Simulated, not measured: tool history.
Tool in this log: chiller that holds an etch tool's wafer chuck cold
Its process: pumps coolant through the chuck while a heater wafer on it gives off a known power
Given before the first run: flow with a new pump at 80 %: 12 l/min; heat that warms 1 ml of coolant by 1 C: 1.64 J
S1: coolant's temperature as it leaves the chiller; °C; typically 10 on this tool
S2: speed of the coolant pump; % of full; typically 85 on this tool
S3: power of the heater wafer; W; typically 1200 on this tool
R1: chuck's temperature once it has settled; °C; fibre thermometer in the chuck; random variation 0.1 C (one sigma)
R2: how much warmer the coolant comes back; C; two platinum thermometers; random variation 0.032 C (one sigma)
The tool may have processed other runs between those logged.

{"run": 1, "hour": 0.0, "S1": 10, "S2": 85, "S3": 1200, "R1": 23.6, "R2": 3.36}
{"run": 2, "hour": 33.5, "S1": 10, "S2": 85, "S3": 1200, "R1": 23.6, "R2": 3.38}
{"run": 3, "hour": 74.7, "S1": 10, "S2": 85, "S3": 1200, "R1": 23.6, "R2": 3.45}
{"run": 4, "hour": 105.4, "S1": 10, "S2": 85, "S3": 1200, "R1": 23.6, "R2": 3.48}
{"run": 5, "hour": 129.4, "S1": 6, "S2": 85, "S3": 1200, "R1": 19.4, "R2": 3.49}
{"run": 6, "hour": 170.4, "S1": 6, "S2": 85, "S3": 1200, "R1": 19.1, "R2": 3.5}
{"run": 7, "hour": 193.6, "S1": 10, "S2": 85, "S3": 1200, "R1": 23.4, "R2": 3.57}
{"run": 8, "hour": 215.4, "S1": 10, "S2": 99, "S3": 1200, "R1": 21.7, "R2": 3.0}
{"run": 9, "hour": 249.6, "S1": 10, "S2": 85, "S3": 1200, "R1": 23.5, "R2": 3.52}
{"run": 10, "hour": 289.5, "S1": 10, "S2": 87, "S3": 1200, "R1": 23.1, "R2": 3.48}
{"run": 11, "hour": 312.1, "S1": 10, "S2": 87, "S3": 1200, "R1": 23.1, "R2": 3.46}
{"run": 12, "hour": 342.6, "S1": 3, "S2": 89, "S3": 687, "R1": 10.3, "R2": 2.01}
{"run": 13, "hour": 364.1, "S1": 3, "S2": 89, "S3": 687, "R1": 10.4, "R2": 2.02}
{"run": 14, "hour": 385.1, "S1": 2, "S2": 89, "S3": 896, "R1": 11.6, "R2": 2.61}
{"run": 15, "hour": 414.8, "S1": 2, "S2": 89, "S3": 896, "R1": 11.5, "R2": 2.66}
{"run": 16, "hour": 438.8, "S1": 2, "S2": 89, "S3": 896, "R1": 11.5, "R2": 2.61}
{"run": 17, "hour": 461.0, "S1": 2, "S2": 76, "S3": 896, "R1": 13.0, "R2": 3.12}
{"run": 18, "hour": 500.0, "S1": 8, "S2": 67, "S3": 658, "R1": 16.8, "R2": 2.65}
{"run": 19, "hour": 538.3, "S1": 4, "S2": 98, "S3": 785, "R1": 11.8, "R2": 2.15}
{"run": 20, "hour": 563.6, "S1": 12, "S2": 85, "S3": 932, "R1": 22.4, "R2": 2.91}
{"run": 21, "hour": 582.7, "S1": 3, "S2": 96, "S3": 1196, "R1": 15.2, "R2": 3.22}
{"run": 22, "hour": 610.9, "S1": 5, "S2": 66, "S3": 1377, "R1": 23.9, "R2": 5.5}

Below, each run's measurement less what the same run would have read without the hidden state. Both values contain the same run-to-run variation, but the gauge's scatter may not be the same in both:
Hidden state at play: heat passed by the chuck's channels, % of clean ones'; flow at a given pump speed, % of a new pump's; coolant's true temperature over the reading, C; drift of the gauge itself on chuck_c, C; drift of the gauge itself on warmer_back_c, C.
run=1 R2=+0.00
run=2 R2=+0.02
run=3 R2=+0.04
run=4 R2=+0.04
run=5 R2=+0.06
run=6 R2=+0.08
run=7 R2=+0.09
run=8 R2=+0.10
run=9 R2=+0.11
run=10 R2=+0.13
run=11 R2=+0.15
run=12 R2=+0.15
run=13 R2=+0.17
run=14 R2=+0.18
run=15 R2=+0.19
run=16 R2=+0.20
run=17 R2=+0.21
run=18 R2=+0.22
run=19 R2=+0.25
run=20 R2=+0.25
run=21 R2=+0.26
run=22 R2=+0.27
For R1, the value without the hidden state is never more than 0.1 °C from the measured value.

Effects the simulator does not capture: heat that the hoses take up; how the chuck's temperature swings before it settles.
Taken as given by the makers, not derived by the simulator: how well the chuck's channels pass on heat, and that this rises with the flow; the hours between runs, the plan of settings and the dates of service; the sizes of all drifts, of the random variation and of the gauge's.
